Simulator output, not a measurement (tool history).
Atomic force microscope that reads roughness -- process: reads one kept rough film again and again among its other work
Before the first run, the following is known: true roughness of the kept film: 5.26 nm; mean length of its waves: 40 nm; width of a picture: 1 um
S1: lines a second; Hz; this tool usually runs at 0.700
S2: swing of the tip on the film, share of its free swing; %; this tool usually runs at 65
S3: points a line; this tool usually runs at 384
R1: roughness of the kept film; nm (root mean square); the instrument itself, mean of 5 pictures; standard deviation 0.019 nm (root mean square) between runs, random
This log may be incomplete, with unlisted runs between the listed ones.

run,hour,S1,S2,S3,R1
1,0.0,0.700,65,384,3.662
2,9.7,0.700,71,384,3.572
3,20.5,0.700,76,384,3.440
4,29.5,0.700,76,384,3.409
5,41.9,0.700,76,384,3.303
6,53.7,0.700,88,384,3.157
7,64.0,0.700,88,384,3.083
8,72.1,0.700,88,384,3.031
# hour 74.3: new tip fitted
9,80.5,0.700,88,384,4.295
10,89.2,0.700,88,384,4.160
11,96.9,2.685,65,384,4.098
12,106.7,2.685,65,384,3.958
# hour 108.7: height scale calibrated on a step standard
13,117.8,0.700,65,384,3.991
14,124.5,0.693,67,1013,3.925
15,131.1,2.779,58,376,3.770
16,141.4,3.178,65,315,3.586
17,150.1,0.700,72,384,3.644
18,157.9,0.994,64,307,3.574
19,164.1,2.514,64,487,3.419
20,171.7,0.700,78,277,3.400
# hour 177.5: height scale calibrated on a step standard, once more
21,181.3,2.217,78,933,3.211
22,194.7,2.217,81,836,3.089
23,201.0,2.217,81,836,3.055
24,208.7,2.217,81,836,2.980
25,216.4,2.217,81,836,2.940

Forecast each of these 5 alternatives for the next run:
# hour 221.4: new tip fitted
A,228.9,3.717,65,341,?
# hour 221.4: new tip fitted
B,228.9,0.578,81,641,?
# hour 221.4: new tip fitted
C,228.9,0.700,65,508,?
# hour 221.4: new tip fitted
D,228.9,0.682,81,263,?
# hour 221.4: new tip fitted
E,228.9,0.538,89,384,?

run,R1
A,4.108
B,4.324
C,4.396
D,4.267
E,4.284
The same runs, with their run-to-run variation unchanged, on a tool lacking any hidden condition would have given:
run,R1
A,4.305
B,4.531
C,4.606
D,4.471
E,4.489
